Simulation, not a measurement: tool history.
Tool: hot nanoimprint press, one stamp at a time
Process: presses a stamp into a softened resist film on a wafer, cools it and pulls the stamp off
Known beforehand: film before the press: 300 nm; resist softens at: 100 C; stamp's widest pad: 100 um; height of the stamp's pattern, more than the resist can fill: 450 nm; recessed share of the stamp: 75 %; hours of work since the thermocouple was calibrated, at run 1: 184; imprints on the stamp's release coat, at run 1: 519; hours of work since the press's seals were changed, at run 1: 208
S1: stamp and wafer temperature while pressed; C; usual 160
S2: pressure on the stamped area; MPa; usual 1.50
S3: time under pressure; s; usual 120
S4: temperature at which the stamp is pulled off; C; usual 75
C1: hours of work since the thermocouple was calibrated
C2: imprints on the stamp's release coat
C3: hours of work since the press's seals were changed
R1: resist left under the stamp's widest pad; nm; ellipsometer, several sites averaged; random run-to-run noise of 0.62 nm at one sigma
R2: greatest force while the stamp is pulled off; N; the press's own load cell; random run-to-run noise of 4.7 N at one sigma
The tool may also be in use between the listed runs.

run   hour   S1    S2   S3  S4   C1   C2   C3     R1   R2
  1    0.0  160  1.50  120  75  184  519  208  135.5  228
  2    4.1  160  1.62  120  75  187  537  210  131.4  231
  3   11.4  168  1.50  120  75  191  568  214  104.0  233
  4   20.3  168  1.50  120  75  196  606  219  103.2  227
  5   25.4  168  1.50  120  75  199  628  222  103.1  229
  6   30.8  160  1.69  120  75  202  650  225  129.0  234
  7   35.1  160  1.69  120  75  204  669  228  129.3  231
  8   40.7  153  1.50  120  75  207  693  231  171.7  232
  9   45.1  160  1.50  120  75  210  712  233  135.5  229
 10   49.3  160  1.50  120  75  212  730  236  134.9  233
 11   55.2  152  1.47  120  75  216  755  239  179.1  227
 12   59.7  152  1.47  120  71  218  774  242  178.5  245
 13   67.2  156  1.47  127  66  222  806  246  152.9  258
 14   72.2  156  1.47  127  66  225  828  249  151.5  263
 15   79.5  156  1.47  127  66  229  859  253  152.4  258
 16   86.7  156  1.47  130  79  234  889  257  151.3  214
 17   91.8  156  1.47  130  79  236  911  260  151.5  221
 18   98.0  155  1.26  130  67  240  938  263  167.9  263
 19  102.2  155  1.26  130  67  242  956  266  166.5  266
 20  107.9  160  1.55   61  62  246  980  269  166.5  268

Below are 4 alternative next runs, each starting from the tool's condition after run 20. Predict each:
  A  113.4  160  1.50  120  75  249  1003  272   ?   ?
  B  113.4  160  1.55   61  62  249  1003  272   ?   ?
  C  113.4  163  1.55   61  77  249  1003  272   ?   ?
  D  113.4  160  1.03  115  75  249  1003  272   ?   ?

run     R1   R2
  A  133.6  235
  B  165.3  267
  C  151.7  232
  D  160.9  232
Stripped of hidden state, with their random variation kept, the same runs would have yielded:
run     R1   R2
  A  136.6  234
  B  169.1  266
  C  155.1  231
  D  164.5  231
